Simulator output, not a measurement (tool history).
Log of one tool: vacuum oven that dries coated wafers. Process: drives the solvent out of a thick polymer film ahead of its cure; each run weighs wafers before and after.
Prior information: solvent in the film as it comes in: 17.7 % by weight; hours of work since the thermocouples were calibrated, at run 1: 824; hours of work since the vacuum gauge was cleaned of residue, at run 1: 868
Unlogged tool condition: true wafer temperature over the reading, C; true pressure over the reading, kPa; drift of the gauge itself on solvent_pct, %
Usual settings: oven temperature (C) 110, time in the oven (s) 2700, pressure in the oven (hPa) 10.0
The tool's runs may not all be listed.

run	day	oven temperature (C)	time in the oven (s)	pressure in the oven (hPa)	hours of work since the thermocouples were calibrated	hours of work since the vacuum gauge was cleaned of residue	solvent left in the film (%)
1	0.000	110	2700	10.0	824	868	1.58
2	1.367	110	2700	10.0	846	891	1.65
3	2.721	110	2700	10.0	868	912	1.56
4	3.950	110	2700	10.0	888	932	1.69
5	5.438	96	2700	10.0	912	956	4.04
6	6.583	98	2700	10.0	930	975	3.60
7	7.571	110	2700	10.0	946	991	1.54
8	8.671	110	2700	10.0	964	1009	1.71
9	10.008	107	2700	10.0	986	1030	2.05
10	10.883	107	2700	10.0	1000	1044	2.15
11	11.746	107	1740	10.0	1014	1058	3.47
12	13.200	107	1740	10.0	1037	1082	3.40
# day 14.067: vacuum gauge cleaned of residue and calibrated
13	15.008	107	1740	10.0	1065	15	3.27
14	15.958	107	1740	29.0	1081	31	4.84
15	17.092	107	1740	29.0	1099	49	4.86
16	18.000	107	1740	29.0	1114	63	4.81
17	19.483	125	2700	10.0	1138	87	0.64
18	20.812	125	2700	10.0	1159	109	0.58
# day 21.938: oven's thermocouples calibrated
19	22.671	110	2700	10.0	12	138	1.35
20	24.521	110	2700	10.0	42	168	1.36
21	25.688	115	2700	10.0	61	186	0.90
22	26.542	115	2700	10.0	74	200	1.02
23	27.579	110	2700	10.0	91	217	1.40
24	28.783	106	3120	10.0	111	236	1.54
25	30.367	115	3780	6.4	136	262	0.59
26	31.658	101	2100	20.7	157	283	4.43
27	32.654	124	2100	20.7	173	299	1.20
28	33.888	99	4380	10.0	193	319	1.68
29	35.642	110	2700	32.0	221	347	3.05
30	37.421	120	1320	28.4	250	376	2.87
31	38.929	120	1320	28.4	274	400	2.92
32	40.296	120	1320	28.4	297	422	2.99
33	41.950	120	1320	28.4	323	449	2.92
34	43.208	117	4620	20.3	344	469	1.38
35	44.033	117	4620	20.3	357	483	1.35
36	45.421	116	4020	10.0	379	505	0.76
37	46.792	116	4020	10.0	401	527	0.79
38	48.612	110	1620	10.0	431	557	2.91
39	49.883	110	3120	11.6	451	577	1.34
40	51.429	110	4320	10.0	476	602	0.97
41	52.508	110	1440	10.0	494	620	3.37
42	53.600	110	1440	10.0	511	637	3.39
43	55.154	110	2700	27.2	536	662	2.85
44	56.542	110	1440	35.6	559	685	5.09
45	57.412	99	2040	5.1	573	699	3.77
46	58.983	122	2700	10.6	598	724	0.74

Each run again, without the hidden state but with its own random variation kept:
run	solvent left in the film (%)
1	1.26
2	1.32
3	1.22
4	1.34
5	3.41
6	3.00
7	1.17
8	1.33
9	1.61
10	1.71
11	2.92
12	2.84
13	2.92
14	4.41
15	4.42
16	4.37
17	0.57
18	0.51
19	1.34
20	1.33
21	0.87
22	0.99
23	1.36
24	1.49
25	0.54
26	4.34
27	1.15
28	1.57
29	2.96
30	2.79
31	2.83
32	2.90
33	2.81
34	1.28
35	1.25
36	0.66
37	0.68
38	2.73
39	1.18
40	0.82
41	3.15
42	3.17
43	2.62
44	4.82
45	3.45
46	0.60
